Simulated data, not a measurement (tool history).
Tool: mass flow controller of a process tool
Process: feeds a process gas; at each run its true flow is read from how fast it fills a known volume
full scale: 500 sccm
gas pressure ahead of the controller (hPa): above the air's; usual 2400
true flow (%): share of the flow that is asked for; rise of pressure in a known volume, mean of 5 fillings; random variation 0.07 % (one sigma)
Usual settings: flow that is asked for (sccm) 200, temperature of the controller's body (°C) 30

run,hour,flow that is asked for (sccm),gas pressure ahead of the controller (hPa),temperature of the controller's body (°C),true flow (%)
1,0.0,200,2400,30,98.15
2,91.2,200,1720,30,98.60
3,199.8,200,2400,30,97.97
4,357.1,200,2400,38,98.22
5,489.2,200,2400,30,97.80
6,616.4,200,2400,22,97.60
7,719.2,200,2400,22,97.44
8,786.9,200,2400,22,97.51
9,938.0,200,2400,22,97.39
10,1090.4,200,2580,22,97.19
11,1178.8,200,2580,22,97.12
12,1247.1,200,2580,22,97.13
13,1403.9,200,2400,28,97.31
14,1536.3,200,2400,28,97.40
15,1667.9,200,2400,31,97.22
16,1743.4,213,2400,30,97.24
17,1813.1,200,2060,30,97.38
18,1904.0,175,2400,30,96.93
19,1997.0,175,2400,30,96.93
20,2141.2,175,2400,30,96.79
21,2271.4,175,2400,30,96.75
22,2373.7,175,2400,30,96.66
23,2530.4,175,2400,30,96.57
24,2685.1,200,2400,23,96.63
# hour 2694.1: controller's zero set anew
25,2792.8,200,2400,23,96.24
26,2874.9,200,2740,33,96.43
27,2952.1,401,1430,33,98.52
28,3027.2,247,1430,33,97.57
29,3094.1,103,1430,21,94.78
30,3171.9,103,1430,21,94.46
31,3322.2,71,2050,30,92.36
32,3429.4,239,2400,30,96.46

Run 33 comes next. What will it give?
# hour 3461.0: controller's zero set anew, once more
33,3497.9,273,1890,26,?

{"run 33": {"true flow (%)": 98.38}}
Without the tool's hidden state the same run would have given true flow (%) 99.51.
